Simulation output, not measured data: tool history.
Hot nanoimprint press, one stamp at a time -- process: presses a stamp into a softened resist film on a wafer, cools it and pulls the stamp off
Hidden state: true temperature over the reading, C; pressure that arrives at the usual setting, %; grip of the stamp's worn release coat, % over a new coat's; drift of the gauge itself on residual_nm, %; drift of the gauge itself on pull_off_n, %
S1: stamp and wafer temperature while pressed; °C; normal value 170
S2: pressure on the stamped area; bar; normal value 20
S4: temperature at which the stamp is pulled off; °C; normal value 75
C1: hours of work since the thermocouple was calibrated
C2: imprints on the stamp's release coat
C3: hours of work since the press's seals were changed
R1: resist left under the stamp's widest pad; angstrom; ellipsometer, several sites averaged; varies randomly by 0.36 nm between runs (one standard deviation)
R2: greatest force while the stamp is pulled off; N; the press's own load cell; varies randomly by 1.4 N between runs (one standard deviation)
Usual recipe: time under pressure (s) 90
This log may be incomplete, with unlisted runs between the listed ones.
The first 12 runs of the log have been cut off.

Run 13, day 4.367: usual settings; C1 129; C2 769; C3 327. Result: R1 2818 angstrom, R2 129 N.
Run 14, day 4.588: usual settings; C1 132; C2 782; C3 331. Result: R1 2825 angstrom, R2 131 N.
Run 15, day 5.117: usual settings; C1 142; C2 814; C3 340. Result: R1 2819 angstrom, R2 131 N.
Run 16, day 5.617: usual settings but time under pressure (s) 164; C1 150; C2 844; C3 349. Result: R1 2297 angstrom, R2 129 N.
Run 17, day 6.138: usual settings but time under pressure (s) 119; C1 159; C2 875; C3 358. Result: R1 2568 angstrom, R2 132 N.
Run 18, day 6.412: usual settings but S1 166 °C, S2 30.6 bar, time under pressure (s) 75, S4 82 °C; C1 164; C2 892; C3 363. Result: R1 2668 angstrom, R2 121 N.
Run 19, day 6.792: usual settings but S1 166 °C, S2 30.6 bar, time under pressure (s) 75, S4 82 °C; C1 171; C2 914; C3 369. Result: R1 2667 angstrom, R2 124 N.
Run 20, day 7.121: usual settings but S1 166 °C, S2 28.7 bar, time under pressure (s) 75, S4 82 °C; C1 177; C2 934; C3 375. Result: R1 2770 angstrom, R2 125 N.
Run 21, day 7.408: usual settings but S1 166 °C, S2 28.7 bar, time under pressure (s) 75, S4 82 °C; C1 182; C2 951; C3 380. Result: R1 2763 angstrom, R2 123 N.
Run 22, day 7.888: usual settings but S1 172 °C, time under pressure (s) 156, S4 82 °C; C1 190; C2 980; C3 388. Result: R1 2189 angstrom, R2 124 N.
Run 23, day 8.35: usual settings but S2 18.1 bar; C1 198; C2 1007; C3 396. Result: R1 2990 angstrom, R2 130 N.
Run 24, day 8.658: usual settings but S2 18.1 bar; C1 203; C2 1026; C3 402. Result: R1 2983 angstrom, R2 131 N.
Run 25, day 8.983: usual settings but S2 12.3 bar, S4 71 °C; C1 209; C2 1045; C3 408. Result: R1 3687 angstrom, R2 134 N.
Run 26, day 9.517: usual settings but S1 178 °C, S2 12.3 bar, S4 80 °C; C1 218; C2 1077; C3 417. Result: R1 2958 angstrom, R2 124 N.

For run 27, what comes out?
Run 27, day 9.879: usual settings but S1 178 °C, S2 12.3 bar, S4 80 °C; C1 225; C2 1099; C3 423. Result: R1 ?, R2 ?.

Run 27 gave R1 2952 angstrom, R2 127 N.
The same run, on a tool lacking any hidden state, would have yielded R1 2953 angstrom, R2 127 N.

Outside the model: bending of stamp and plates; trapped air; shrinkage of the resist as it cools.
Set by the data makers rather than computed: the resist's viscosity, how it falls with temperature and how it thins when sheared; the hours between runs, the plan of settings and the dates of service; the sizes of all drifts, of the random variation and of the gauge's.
